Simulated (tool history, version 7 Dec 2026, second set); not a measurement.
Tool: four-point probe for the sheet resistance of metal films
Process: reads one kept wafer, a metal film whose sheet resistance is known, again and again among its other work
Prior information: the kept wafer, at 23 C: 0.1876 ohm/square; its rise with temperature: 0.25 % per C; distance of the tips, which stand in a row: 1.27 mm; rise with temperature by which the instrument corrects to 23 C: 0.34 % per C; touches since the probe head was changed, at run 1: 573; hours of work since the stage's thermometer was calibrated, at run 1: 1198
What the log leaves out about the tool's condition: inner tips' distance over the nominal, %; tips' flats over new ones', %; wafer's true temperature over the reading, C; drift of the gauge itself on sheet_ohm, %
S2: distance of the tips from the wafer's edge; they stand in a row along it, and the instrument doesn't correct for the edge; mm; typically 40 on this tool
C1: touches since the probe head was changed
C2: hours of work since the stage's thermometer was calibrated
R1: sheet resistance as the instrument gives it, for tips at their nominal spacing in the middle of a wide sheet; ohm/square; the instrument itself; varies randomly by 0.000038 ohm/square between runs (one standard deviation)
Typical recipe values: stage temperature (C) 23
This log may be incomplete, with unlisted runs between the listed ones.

Run 1, hour 0.0: usual settings; C1 573; C2 1198. Result: R1 0.188478 ohm/square.
Run 2, hour 15.1: usual settings but S2 5 mm; C1 983; C2 1205. Result: R1 0.194586 ohm/square.
Run 3, hour 36.0: usual settings but S2 5 mm; C1 1546; C2 1215. Result: R1 0.194692 ohm/square.
Run 4, hour 57.5: usual settings but S2 5 mm; C1 2129; C2 1224. Result: R1 0.194764 ohm/square.
Run 5, hour 77.4: usual settings but S2 5 mm; C1 2668; C2 1234. Result: R1 0.194698 ohm/square.
Run 6, hour 96.3: usual settings but S2 36 mm; C1 3179; C2 1242. Result: R1 0.188554 ohm/square.
Run 7, hour 130.1: usual settings but S2 36 mm; C1 4096; C2 1258. Result: R1 0.188610 ohm/square.
Run 8, hour 154.2: usual settings but S2 36 mm; C1 4747; C2 1269. Result: R1 0.188544 ohm/square.
Run 9, hour 173.0: usual settings but stage temperature (C) 29; C1 5257; C2 1277. Result: R1 0.187612 ohm/square.
Run 10, hour 190.4: usual settings but stage temperature (C) 28; C1 5729; C2 1285. Result: R1 0.187684 ohm/square.
Run 11, hour 218.5: usual settings but stage temperature (C) 28; C1 6490; C2 1298. Result: R1 0.187813 ohm/square.
Run 12, hour 232.3: usual settings but stage temperature (C) 28; C1 6863; C2 1305. Result: R1 0.187724 ohm/square.
Run 13, hour 258.3: usual settings but stage temperature (C) 28, S2 7 mm; C1 7566; C2 1316. Result: R1 0.190915 ohm/square.
Run 14, hour 274.0: usual settings but stage temperature (C) 28, S2 7 mm; C1 7991; C2 1324. Result: R1 0.190963 ohm/square.
Run 15, hour 302.3: usual settings but stage temperature (C) 28, S2 7 mm; C1 8759; C2 1337. Result: R1 0.190852 ohm/square.
Run 16, hour 332.1: usual settings but stage temperature (C) 28, S2 7 mm; C1 9565; C2 1350. Result: R1 0.190996 ohm/square.
Run 17, hour 359.1: usual settings but stage temperature (C) 28, S2 7 mm; C1 10297; C2 1363. Result: R1 0.190971 ohm/square.
Run 18, hour 393.1: usual settings but stage temperature (C) 28, S2 15 mm; C1 11216; C2 1378. Result: R1 0.188432 ohm/square.
Run 19, hour 421.3: usual settings but stage temperature (C) 34, S2 44 mm; C1 11981; C2 1391. Result: R1 0.186954 ohm/square.
Run 20, hour 453.8: usual settings but stage temperature (C) 35, S2 15 mm; C1 12860; C2 1406. Result: R1 0.187382 ohm/square.
Run 21, hour 482.6: usual settings but S2 29 mm; C1 13639; C2 1419. Result: R1 0.188657 ohm/square.
Run 22, hour 506.4: usual settings but stage temperature (C) 34, S2 15 mm; C1 14284; C2 1430. Result: R1 0.187535 ohm/square.
Run 23, hour 520.8: usual settings but stage temperature (C) 31; C1 14675; C2 1437. Result: R1 0.187375 ohm/square.
Run 24, hour 535.8: usual settings but stage temperature (C) 26, S2 4 mm; C1 15081; C2 1444. Result: R1 0.197716 ohm/square.
Run 25, hour 564.3: usual settings but stage temperature (C) 26, S2 4 mm; C1 15853; C2 1457. Result: R1 0.197715 ohm/square.
Run 26, hour 592.4: usual settings but stage temperature (C) 26, S2 4 mm; C1 16614; C2 1469. Result: R1 0.197744 ohm/square.
Run 27, hour 613.9: usual settings but stage temperature (C) 27, S2 3 mm; C1 17196; C2 1479. Result: R1 0.204368 ohm/square.
Run 28, hour 632.1: usual settings but stage temperature (C) 24, S2 73 mm; C1 17689; C2 1488. Result: R1 0.188452 ohm/square.
Run 29, hour 658.2: usual settings but stage temperature (C) 24, S2 73 mm; C1 18393; C2 1500. Result: R1 0.188467 ohm/square.
Run 30, hour 674.3: usual settings but stage temperature (C) 24, S2 73 mm; C1 18830; C2 1507. Result: R1 0.188492 ohm/square.
Run 31, hour 690.3: usual settings but stage temperature (C) 20, S2 73 mm; C1 19263; C2 1514. Result: R1 0.189147 ohm/square.
Run 32, hour 714.2: usual settings but stage temperature (C) 20, S2 73 mm; C1 19912; C2 1525. Result: R1 0.189192 ohm/square.
Run 33, hour 728.4: usual settings but stage temperature (C) 28, S2 15 mm; C1 20295; C2 1532. Result: R1 0.188571 ohm/square.

4 ways to go on from here, each from the tool as it stands after run 33. What would each give?
Run A, hour 752.6: usual settings but stage temperature (C) 19; C1 20949; C2 1543. Result: R1 ?.
Run B, hour 752.6: usual settings but stage temperature (C) 19, S2 6 mm; C1 20949; C2 1543. Result: R1 ?.
Run C, hour 752.6: usual settings but stage temperature (C) 29, S2 34 mm; C1 20949; C2 1543. Result: R1 ?.
Run D, hour 752.6: usual settings but stage temperature (C) 28, S2 25 mm; C1 20949; C2 1543. Result: R1 ?.

run        R1
  A  0.189429
  B  0.193800
  C  0.187861
  D  0.188156
Without the tool's hidden state the same runs would have given:
run        R1
  A  0.188394
  B  0.192744
  C  0.186832
  D  0.187126

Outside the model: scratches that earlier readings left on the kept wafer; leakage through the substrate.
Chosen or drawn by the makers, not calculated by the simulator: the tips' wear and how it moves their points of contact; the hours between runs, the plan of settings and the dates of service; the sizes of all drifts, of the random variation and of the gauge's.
